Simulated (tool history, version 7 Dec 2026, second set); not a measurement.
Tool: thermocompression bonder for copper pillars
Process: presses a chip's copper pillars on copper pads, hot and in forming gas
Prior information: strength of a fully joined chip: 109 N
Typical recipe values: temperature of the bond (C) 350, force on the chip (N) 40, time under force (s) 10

| run | hour | temperature of the bond (C) | force on the chip (N) | time under force (s) | force that shears a chip off (N) |
|---|---|---|---|---|---|
| 1 | 0.0 | 350 | 40 | 10 | 69.1 |
| 2 | 9.6 | 350 | 40 | 20 | 82.5 |
| 3 | 18.7 | 350 | 40 | 20 | 82.8 |
| 4 | 31.2 | 350 | 40 | 9 | 66.8 |
| 5 | 43.7 | 350 | 40 | 9 | 66.9 |
| 6 | 58.7 | 350 | 40 | 9 | 65.5 |
| 7 | 72.1 | 350 | 40 | 9 | 66.8 |
| 8 | 86.2 | 350 | 40 | 9 | 65.5 |
| 9 | 96.0 | 350 | 40 | 9 | 65.2 |
| 10 | 109.3 | 350 | 40 | 9 | 65.5 |
| 11 | 123.9 | 350 | 40 | 9 | 65.7 |
|  | 130.0 | forming gas filter changed |
| 12 | 139.1 | 350 | 40 | 10 | 73.8 |
| 13 | 150.8 | 349 | 40 | 10 | 71.6 |
| 14 | 163.6 | 350 | 24 | 10 | 57.2 |
| 15 | 178.4 | 350 | 24 | 10 | 57.1 |
|  | 181.9 | heater calibrated with a thermocouple chip |
| 16 | 187.7 | 350 | 24 | 10 | 55.0 |
| 17 | 202.1 | 378 | 40 | 10 | 82.9 |
| 18 | 210.3 | 350 | 40 | 6 | 59.8 |
|  | 216.9 | heater calibrated with a thermocouple chip, once more |
| 19 | 229.0 | 350 | 40 | 8 | 68.0 |
| 20 | 243.3 | 350 | 35 | 10 | 68.8 |
| 21 | 255.0 | 350 | 58 | 10 | 82.2 |
| 22 | 271.0 | 321 | 33 | 10 | 51.6 |
| 23 | 283.4 | 327 | 32 | 23 | 70.0 |
| 24 | 293.7 | 327 | 41 | 23 | 76.1 |
| 25 | 307.9 | 327 | 41 | 23 | 75.7 |
| 26 | 324.0 | 327 | 41 | 23 | 75.4 |
| 27 | 331.5 | 327 | 41 | 23 | 74.9 |
| 28 | 339.6 | 372 | 40 | 10 | 80.8 |
| 29 | 350.3 | 372 | 40 | 10 | 80.1 |
| 30 | 359.9 | 372 | 40 | 10 | 80.6 |
| 31 | 369.4 | 358 | 32 | 10 | 67.8 |
| 32 | 384.7 | 352 | 40 | 28 | 87.8 |
| 33 | 398.3 | 324 | 40 | 16 | 65.9 |
| 34 | 409.9 | 357 | 40 | 10 | 73.0 |
| 35 | 425.4 | 377 | 25 | 10 | 68.3 |
|  | 434.7 | forming gas filter changed |
| 36 | 441.0 | 377 | 25 | 10 | 74.6 |
| 37 | 448.6 | 353 | 32 | 13 | 75.0 |
| 38 | 456.1 | 375 | 39 | 13 | 89.5 |
| 39 | 469.8 | 328 | 39 | 26 | 79.8 |
| 40 | 478.5 | 328 | 39 | 26 | 80.0 |
| 41 | 494.5 | 379 | 40 | 20 | 97.4 |

3 options for the next run, each taken on its own from the tool as it stands now. Forecast them:
| A | 502.5 | 370 | 40 | 10 | ? |
| B | 502.5 | 350 | 40 | 26 | ? |
| C | 502.5 | 346 | 33 | 7 | ? |

| run | force that shears a chip off (N) |
|---|---|
| A | 82.9 |
| B | 89.9 |
| C | 59.0 |
With no hidden state in the tool, these same runs would have given:
| run | force that shears a chip off (N) |
|---|---|
| A | 84.7 |
| B | 91.8 |
| C | 60.3 |
